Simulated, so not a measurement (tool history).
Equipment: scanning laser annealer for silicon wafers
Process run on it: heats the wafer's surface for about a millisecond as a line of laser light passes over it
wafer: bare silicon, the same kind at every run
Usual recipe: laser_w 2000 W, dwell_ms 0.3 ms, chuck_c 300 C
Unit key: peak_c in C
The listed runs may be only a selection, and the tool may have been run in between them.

run,day,laser_w,dwell_ms,chuck_c,peak_c
1,0,2000,0.3,300,1055
2,1.538,2120,0.3,300,1097
3,3.604,2120,0.3,281,1078
4,4.988,2000,0.3,338,1093
5,8.129,2000,0.3,300,1050
6,10.433,2000,0.3,300,1053
7,13.283,1819,0.3,300,984
8,15.092,1819,0.3,300,985
9,17.892,1819,0.3,300,986
10,20.367,2000,0.3,300,1042
11,21.95,2000,0.3,300,1045
# day 23.221: window over the wafer cleaned
12,24.167,2000,0.3,300,1071
13,26.071,2000,0.3,300,1071
14,28.167,2000,0.3,300,1069
15,30.721,2000,0.3,300,1066
16,32.575,2000,0.268,300,1020
17,34.454,2000,0.268,300,1018
18,35.767,2000,0.3,300,1063
19,37.992,2000,0.3,300,1061
20,39.367,2000,0.222,300,941
21,42.183,2000,0.222,300,938
22,44.404,1963,0.247,287,956
23,45.992,1916,0.259,305,977
24,47.379,1916,0.259,305,973
25,50.279,1916,0.259,305,973
# day 52.642: optics aligned, line set to its width
26,53.492,1916,0.259,305,977
27,56.192,1916,0.259,305,974
28,57.796,1744,0.285,302,951
29,59.692,1744,0.287,261,911
30,61.496,2000,0.267,300,1002
31,63.279,2000,0.267,300,1005
32,65.333,2000,0.267,300,1001
33,66.746,2000,0.226,282,918
34,68.121,2000,0.226,282,919

Run 35 has not been measured yet. What should we expect?
35,69.592,1775,0.226,282,?

Run 35 came out at peak_c 851 C.
The same run, on a tool lacking any hidden state, would have yielded peak_c 876 C.
